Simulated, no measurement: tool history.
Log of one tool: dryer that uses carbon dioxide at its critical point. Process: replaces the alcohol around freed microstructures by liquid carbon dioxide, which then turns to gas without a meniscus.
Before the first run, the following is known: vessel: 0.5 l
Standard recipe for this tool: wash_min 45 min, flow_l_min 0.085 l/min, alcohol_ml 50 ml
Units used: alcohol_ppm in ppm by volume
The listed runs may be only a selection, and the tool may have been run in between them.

run 1 hour=0 | wash_min=45 flow_l_min=0.085 alcohol_ml=50 | alcohol_ppm=181
run 2 hour=38.2 | wash_min=45 flow_l_min=0.0814 alcohol_ml=50 | alcohol_ppm=248
run 3 hour=74.2 | wash_min=43 flow_l_min=0.085 alcohol_ml=50 | alcohol_ppm=256
run 4 hour=104.8 | wash_min=43 flow_l_min=0.085 alcohol_ml=50 | alcohol_ppm=268
-- hour=125.5 inlet filter changed
run 5 hour=175 | wash_min=43 flow_l_min=0.0523 alcohol_ml=50 | alcohol_ppm=2344
run 6 hour=232 | wash_min=43 flow_l_min=0.0523 alcohol_ml=50 | alcohol_ppm=2404
run 7 hour=270.5 | wash_min=43 flow_l_min=0.0523 alcohol_ml=39 | alcohol_ppm=1882
run 8 hour=335.2 | wash_min=41 flow_l_min=0.085 alcohol_ml=50 | alcohol_ppm=319
run 9 hour=388.2 | wash_min=41 flow_l_min=0.085 alcohol_ml=38 | alcohol_ppm=273
run 10 hour=438.2 | wash_min=41 flow_l_min=0.085 alcohol_ml=38 | alcohol_ppm=295
run 11 hour=476.8 | wash_min=41 flow_l_min=0.085 alcohol_ml=38 | alcohol_ppm=288
run 12 hour=517.1 | wash_min=45 flow_l_min=0.085 alcohol_ml=71 | alcohol_ppm=337
run 13 hour=545.4 | wash_min=45 flow_l_min=0.085 alcohol_ml=71 | alcohol_ppm=330
run 14 hour=594.9 | wash_min=40 flow_l_min=0.085 alcohol_ml=50 | alcohol_ppm=436
run 15 hour=644.6 | wash_min=40 flow_l_min=0.085 alcohol_ml=50 | alcohol_ppm=467
run 16 hour=693.4 | wash_min=40 flow_l_min=0.085 alcohol_ml=50 | alcohol_ppm=463
run 17 hour=731.6 | wash_min=40 flow_l_min=0.085 alcohol_ml=50 | alcohol_ppm=487
run 18 hour=784.7 | wash_min=44 flow_l_min=0.085 alcohol_ml=50 | alcohol_ppm=343
-- hour=823.6 inlet filter changed
run 19 hour=824.3 | wash_min=44 flow_l_min=0.085 alcohol_ml=50 | alcohol_ppm=306
run 20 hour=852.9 | wash_min=44 flow_l_min=0.0769 alcohol_ml=29 | alcohol_ppm=332
run 21 hour=903.5 | wash_min=45 flow_l_min=0.085 alcohol_ml=82 | alcohol_ppm=384
-- hour=968 purifier's bed changed
run 22 hour=968 | wash_min=45 flow_l_min=0.085 alcohol_ml=82 | alcohol_ppm=237
run 23 hour=996.8 | wash_min=35 flow_l_min=0.085 alcohol_ml=79 | alcohol_ppm=910
run 24 hour=1062.5 | wash_min=30 flow_l_min=0.1068 alcohol_ml=79 | alcohol_ppm=582
run 25 hour=1131 | wash_min=54 flow_l_min=0.1381 alcohol_ml=33 | alcohol_ppm=38
run 26 hour=1200.1 | wash_min=34 flow_l_min=0.1359 alcohol_ml=63 | alcohol_ppm=78
run 27 hour=1268.1 | wash_min=45 flow_l_min=0.131 alcohol_ml=50 | alcohol_ppm=53
run 28 hour=1322.9 | wash_min=45 flow_l_min=0.131 alcohol_ml=50 | alcohol_ppm=81
run 29 hour=1389.8 | wash_min=45 flow_l_min=0.131 alcohol_ml=50 | alcohol_ppm=77
run 30 hour=1419 | wash_min=29 flow_l_min=0.0896 alcohol_ml=78 | alcohol_ppm=2063
run 31 hour=1479 | wash_min=29 flow_l_min=0.0896 alcohol_ml=78 | alcohol_ppm=2157
-- hour=1527 inlet filter changed
run 32 hour=1536.9 | wash_min=33 flow_l_min=0.0554 alcohol_ml=78 | alcohol_ppm=7172

Here are 5 independent what-if runs from the current tool condition. What would each one return?
run A hour=1595.7 | wash_min=55 flow_l_min=0.0599 alcohol_ml=22 | alcohol_ppm=?
run B hour=1595.7 | wash_min=45 flow_l_min=0.118 alcohol_ml=84 | alcohol_ppm=?
run C hour=1595.7 | wash_min=48 flow_l_min=0.0947 alcohol_ml=32 | alcohol_ppm=?
run D hour=1595.7 | wash_min=33 flow_l_min=0.0534 alcohol_ml=40 | alcohol_ppm=?
run E hour=1595.7 | wash_min=33 flow_l_min=0.0554 alcohol_ml=39 | alcohol_ppm=?

run=A alcohol_ppm=288
run=B alcohol_ppm=129
run=C alcohol_ppm=136
run=D alcohol_ppm=4264
run=E alcohol_ppm=3759
With the hidden condition removed and each run's random variation left untouched, the same runs would have given:
run=A alcohol_ppm=169
run=B alcohol_ppm=12
run=C alcohol_ppm=21
run=D alcohol_ppm=4074
run=E alcohol_ppm=3573

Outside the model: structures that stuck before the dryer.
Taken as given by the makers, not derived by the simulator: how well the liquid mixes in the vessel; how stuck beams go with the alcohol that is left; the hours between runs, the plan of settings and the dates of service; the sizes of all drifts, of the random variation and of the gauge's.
